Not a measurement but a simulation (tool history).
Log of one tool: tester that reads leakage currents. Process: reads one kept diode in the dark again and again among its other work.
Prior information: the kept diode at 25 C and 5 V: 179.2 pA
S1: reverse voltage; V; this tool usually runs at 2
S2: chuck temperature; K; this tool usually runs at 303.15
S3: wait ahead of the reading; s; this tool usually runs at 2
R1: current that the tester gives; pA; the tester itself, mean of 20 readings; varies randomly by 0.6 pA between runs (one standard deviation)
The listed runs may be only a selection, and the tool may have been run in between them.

run    hour     S1      S2    S3       R1
  1       0      2  303.15     2   190.97
  2   139.7      2  303.15     2   190.18
  3   273.2      2  303.15     2   188.81
  4   447.9      2  303.15     2   188.61
      509.4  -- probe card cleaned and baked
  5   544.7      2  303.15     2   187.03
  6     643      2  317.15     2   650.68
  7   808.3      2  317.15     2   651.48
  8   982.4      2  317.15  0.95   649.99
  9  1064.2      2  305.15     2   222.71
     1146.6  -- chuck's temperature calibrated
 10  1174.3      2  317.15     2   618.48
 11  1255.3      2  317.15     2   617.82
 12  1389.9      2  309.15     2   306.87
 13  1578.4      2  309.15     2   303.66
       1702  -- chuck's temperature calibrated, once more
 14  1725.3      2  310.15     2   379.68
 15  1902.5      2  310.15     2   377.98
 16  2031.9      2  310.15     2   377.21
 17  2136.6      2  303.15     2   199.89
 18  2286.2      2  303.15     2   199.24
 19    2390      2  303.15     2   199.55
 20  2579.5  11.86  295.15  2.86   191.56
 21    2702    1.2  303.15  1.77   159.97
 22    2831   6.36  318.15     2  1186.63
 23  2925.5      2  295.15     2    91.88
 24  3080.6      2  304.15     2   215.69
 25  3190.9      2  304.15     2   213.96
 26  3362.3      2  304.15     2   213.99
 27  3533.3   1.17  301.15     2   128.46
 28  3634.7   1.17  301.15     2   127.84
 29  3732.4   1.17  301.15     2   127.94
 30  3845.8   1.03  302.15  0.95   134.01
 31  4003.3  18.12  303.15   2.8   473.84
 32  4191.8   1.37  303.15     2   163.11
 33    4288    3.7  300.15  1.83   184.59
 34    4453    3.7  300.15  1.83   183.86
     4563.3  -- chuck's temperature calibrated
 35    4593   4.63  305.15  8.18   345.25
 36  4738.3   8.76  323.15  0.37  2122.04
 37    4846   12.4  303.15   3.6   428.88
     5018.3  -- probe card cleaned and baked
 38  5020.6   12.4  303.15   3.6   419.32

Selected run-to-run steps in R1, each split into two signed amounts: the part the tool would show with no hidden state at all (from settings, incoming material and random variation), and the remainder, which goes to the hidden state together with any gauge scatter not common to the measured and the hidden-state-free results:
Hidden state at play: stray current of the dirty probe card, pA a volt; current scale over the true one, %; true chuck temperature over the reading, C; drift of the gauge itself on leakage_pa, %.
Run 9 -> 10: S2 305.15 -> 317.15, chuck's temperature calibrated. R1 +395.77 pA: hidden state -58.04, all else +453.81.
Run 11 -> 12: S2 317.15 -> 309.15. R1 -310.95 pA: hidden state +35.04, all else -345.99.
Run 13 -> 14: S2 309.15 -> 310.15, chuck's temperature calibrated, once more. R1 +76.02 pA: hidden state +45.34, all else +30.68.
Run 22 -> 23: S1 6.36 -> 2, S2 318.15 -> 295.15. R1 -1094.75 pA: hidden state +13.03, all else -1107.78.
Run 35 -> 36: S1 4.63 -> 8.76, S2 305.15 -> 323.15, S3 8.18 -> 0.37. R1 +1776.79 pA: hidden state +28.62, all else +1748.17.
Run 36 -> 37: S1 8.76 -> 12.4, S2 323.15 -> 303.15, S3 0.37 -> 3.6. R1 -1693.16 pA: hidden state -25.36, all else -1667.8.

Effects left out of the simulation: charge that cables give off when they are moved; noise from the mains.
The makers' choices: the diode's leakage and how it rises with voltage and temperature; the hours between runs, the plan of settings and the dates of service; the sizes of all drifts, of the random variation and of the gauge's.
